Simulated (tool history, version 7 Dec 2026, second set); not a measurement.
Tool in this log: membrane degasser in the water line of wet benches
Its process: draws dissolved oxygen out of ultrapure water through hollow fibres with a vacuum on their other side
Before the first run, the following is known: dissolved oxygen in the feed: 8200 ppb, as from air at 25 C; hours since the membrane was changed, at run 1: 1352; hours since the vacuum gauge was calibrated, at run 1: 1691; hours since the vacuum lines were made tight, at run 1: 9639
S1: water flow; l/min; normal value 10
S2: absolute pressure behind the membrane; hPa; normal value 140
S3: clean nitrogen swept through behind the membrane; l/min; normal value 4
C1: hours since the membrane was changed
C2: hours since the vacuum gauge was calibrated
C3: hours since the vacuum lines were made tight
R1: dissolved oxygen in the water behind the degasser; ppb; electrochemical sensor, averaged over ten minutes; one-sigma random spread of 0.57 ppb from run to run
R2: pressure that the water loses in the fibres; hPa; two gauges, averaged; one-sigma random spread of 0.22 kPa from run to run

run    hour  S1   S2     S3    C1    C2     C3     R1     R2
  1       0  10  140      4  1352  1691   9639   68.3  516.4
  2   192.4  10  140      4  1545  1884   9831     69  512.8
  3   304.6  10  140   8.96  1657  1996   9943   32.4  514.1
  4   529.1  10  140      4  1881  2220  10168   68.9  518.5
  5   679.4  10  140      4  2032  2371  10318   69.3  516.6
  6   891.6   7  321   8.15  2244  2583  10530   62.3  364.3
  7  1065.1  11  261  11.66  2417  2756  10704     57  564.7
  8  1249.7  11  200   3.02  2602  2941  10888  150.9  568.6
  9  1451.6  11  200   3.02  2804  3143  11090  153.1  566.1
 10  1669.1  11  200   3.02  3021  3360  11308  154.5  571.5

Forecast each of these 3 alternatives for the next run:
  A  1853.5  16  320  3.02  3206  3545  11492   ?   ?
  B  1853.5   8  265  3.29  3206  3545  11492   ?   ?
  C  1853.5  10  153  4.73  3206  3545  11492   ?   ?

run     R1     R2
  A  374.7  823.8
  B  137.9  412.8
  C   64.8  519.2
Without the tool's unlogged condition, the same runs would have read:
run     R1     R2
  A  374.3  823.6
  B  137.7  412.7
  C   64.7    519

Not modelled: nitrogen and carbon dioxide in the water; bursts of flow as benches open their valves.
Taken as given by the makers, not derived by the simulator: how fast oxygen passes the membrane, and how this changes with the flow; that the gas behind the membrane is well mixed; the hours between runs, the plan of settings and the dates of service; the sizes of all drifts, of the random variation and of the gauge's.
